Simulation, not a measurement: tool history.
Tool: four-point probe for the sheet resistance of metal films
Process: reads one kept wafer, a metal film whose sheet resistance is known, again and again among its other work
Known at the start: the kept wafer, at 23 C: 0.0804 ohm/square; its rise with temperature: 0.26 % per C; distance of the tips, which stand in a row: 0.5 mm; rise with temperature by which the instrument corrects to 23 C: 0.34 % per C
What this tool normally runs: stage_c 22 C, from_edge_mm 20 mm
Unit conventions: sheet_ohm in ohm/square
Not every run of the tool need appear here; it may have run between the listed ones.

run   hour  stage_c  from_edge_mm  sheet_ohm
  1    0.0       22            20   0.080524
  2   39.1       22            20   0.080561
  3   71.8       22            20   0.080531
  4  122.4       22            20   0.080555
  5  154.6       22            20   0.080568
     186.6  -- stage's thermometer calibrated
  6  189.0       30            20   0.079959
  7  215.6       22            20   0.080515
  8  255.1       23            20   0.080477

For run 9, what comes out?
  9  282.3       23            23          ?

{"run 9": {"sheet_ohm": 0.080445}}
Without the tool's hidden state the same run would have given sheet_ohm 0.080398 ohm/square.
